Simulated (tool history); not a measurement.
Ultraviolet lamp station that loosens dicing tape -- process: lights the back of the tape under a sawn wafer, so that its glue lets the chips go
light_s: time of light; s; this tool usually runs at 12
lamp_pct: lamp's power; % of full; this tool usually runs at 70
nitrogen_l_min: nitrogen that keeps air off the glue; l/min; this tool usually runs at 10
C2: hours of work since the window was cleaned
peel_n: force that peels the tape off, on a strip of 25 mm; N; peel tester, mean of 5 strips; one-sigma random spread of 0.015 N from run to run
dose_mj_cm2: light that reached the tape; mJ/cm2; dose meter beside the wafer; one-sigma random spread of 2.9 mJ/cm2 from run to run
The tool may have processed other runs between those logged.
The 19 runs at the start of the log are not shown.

run 20 hour=288.4 | light_s=12 lamp_pct=96 nitrogen_l_min=10 | hours_of_work_of_the_lamp=355 C2=321 | peel_n=0.567 dose_mj_cm2=484
run 21 hour=308 | light_s=12 lamp_pct=96 nitrogen_l_min=10 | hours_of_work_of_the_lamp=366 C2=332 | peel_n=0.586 dose_mj_cm2=480
run 22 hour=324 | light_s=12 lamp_pct=96 nitrogen_l_min=10 | hours_of_work_of_the_lamp=376 C2=342 | peel_n=0.583 dose_mj_cm2=476
run 23 hour=333.5 | light_s=12 lamp_pct=96 nitrogen_l_min=10 | hours_of_work_of_the_lamp=381 C2=348 | peel_n=0.594 dose_mj_cm2=476
run 24 hour=350 | light_s=12 lamp_pct=70 nitrogen_l_min=4 | hours_of_work_of_the_lamp=391 C2=358 | peel_n=1.433 dose_mj_cm2=350
run 25 hour=364.6 | light_s=12 lamp_pct=64 nitrogen_l_min=5 | hours_of_work_of_the_lamp=400 C2=366 | peel_n=1.471 dose_mj_cm2=315
run 26 hour=375.6 | light_s=12 lamp_pct=64 nitrogen_l_min=5 | hours_of_work_of_the_lamp=407 C2=373 | peel_n=1.423 dose_mj_cm2=314
run 27 hour=391 | light_s=12 lamp_pct=64 nitrogen_l_min=5 | hours_of_work_of_the_lamp=416 C2=382 | peel_n=1.419 dose_mj_cm2=310
run 28 hour=409.7 | light_s=12 lamp_pct=64 nitrogen_l_min=5 | hours_of_work_of_the_lamp=427 C2=393 | peel_n=1.449 dose_mj_cm2=314
run 29 hour=418.4 | light_s=12 lamp_pct=64 nitrogen_l_min=5 | hours_of_work_of_the_lamp=432 C2=398 | peel_n=1.489 dose_mj_cm2=313
run 30 hour=434.1 | light_s=12 lamp_pct=64 nitrogen_l_min=5 | hours_of_work_of_the_lamp=441 C2=408 | peel_n=1.497 dose_mj_cm2=308
run 31 hour=451.5 | light_s=19 lamp_pct=94 nitrogen_l_min=4 | hours_of_work_of_the_lamp=452 C2=418 | peel_n=0.499 dose_mj_cm2=717
run 32 hour=461.1 | light_s=15 lamp_pct=77 nitrogen_l_min=4 | hours_of_work_of_the_lamp=458 C2=424 | peel_n=1.012 dose_mj_cm2=461
run 33 hour=471.6 | light_s=12 lamp_pct=70 nitrogen_l_min=5 | hours_of_work_of_the_lamp=464 C2=430 | peel_n=1.387 dose_mj_cm2=329
run 34 hour=480.1 | light_s=16 lamp_pct=75 nitrogen_l_min=17 | hours_of_work_of_the_lamp=469 C2=435 | peel_n=0.462 dose_mj_cm2=473
run 35 hour=495.1 | light_s=9 lamp_pct=62 nitrogen_l_min=16 | hours_of_work_of_the_lamp=478 C2=444 | peel_n=1.436 dose_mj_cm2=223
-- hour=512.6 window cleaned of glue's vapour
run 36 hour=512.6 | light_s=11 lamp_pct=70 nitrogen_l_min=3 | hours_of_work_of_the_lamp=488 C2=0 | peel_n=1.752 dose_mj_cm2=311
run 37 hour=528.5 | light_s=11 lamp_pct=70 nitrogen_l_min=3 | hours_of_work_of_the_lamp=498 C2=9 | peel_n=1.732 dose_mj_cm2=316
run 38 hour=541.4 | light_s=17 lamp_pct=93 nitrogen_l_min=12 | hours_of_work_of_the_lamp=505 C2=17 | peel_n=0.328 dose_mj_cm2=637
run 39 hour=550.6 | light_s=17 lamp_pct=86 nitrogen_l_min=3 | hours_of_work_of_the_lamp=511 C2=23 | peel_n=0.833 dose_mj_cm2=580
run 40 hour=562.4 | light_s=21 lamp_pct=100 nitrogen_l_min=13 | hours_of_work_of_the_lamp=518 C2=30 | peel_n=0.244 dose_mj_cm2=835
run 41 hour=580.9 | light_s=8 lamp_pct=85 nitrogen_l_min=13 | hours_of_work_of_the_lamp=529 C2=41 | peel_n=1.253 dose_mj_cm2=267
run 42 hour=589.8 | light_s=8 lamp_pct=85 nitrogen_l_min=13 | hours_of_work_of_the_lamp=534 C2=46 | peel_n=1.205 dose_mj_cm2=269

Each row is a separate what-if for the run after 42, all from the same tool condition, not one after another. Results?
run A hour=604.5 | light_s=8 lamp_pct=85 nitrogen_l_min=14 | hours_of_work_of_the_lamp=543 C2=55 | peel_n=? dose_mj_cm2=?
run B hour=604.5 | light_s=15 lamp_pct=70 nitrogen_l_min=8 | hours_of_work_of_the_lamp=543 C2=55 | peel_n=? dose_mj_cm2=?
run C hour=604.5 | light_s=12 lamp_pct=63 nitrogen_l_min=10 | hours_of_work_of_the_lamp=543 C2=55 | peel_n=? dose_mj_cm2=?
run D hour=604.5 | light_s=12 lamp_pct=65 nitrogen_l_min=6 | hours_of_work_of_the_lamp=543 C2=55 | peel_n=? dose_mj_cm2=?
run E hour=604.5 | light_s=11 lamp_pct=70 nitrogen_l_min=10 | hours_of_work_of_the_lamp=543 C2=55 | peel_n=? dose_mj_cm2=?

run=A peel_n=1.182 dose_mj_cm2=270
run=B peel_n=0.84 dose_mj_cm2=411
run=C peel_n=1.155 dose_mj_cm2=295
run=D peel_n=1.418 dose_mj_cm2=305
run=E peel_n=1.195 dose_mj_cm2=306
Take away the tool's hidden state, keep each run's random variation, and the runs would have read:
run=A peel_n=0.832 dose_mj_cm2=348
run=B peel_n=0.56 dose_mj_cm2=529
run=C peel_n=0.811 dose_mj_cm2=380
run=D peel_n=1.03 dose_mj_cm2=394
run=E peel_n=0.837 dose_mj_cm2=393
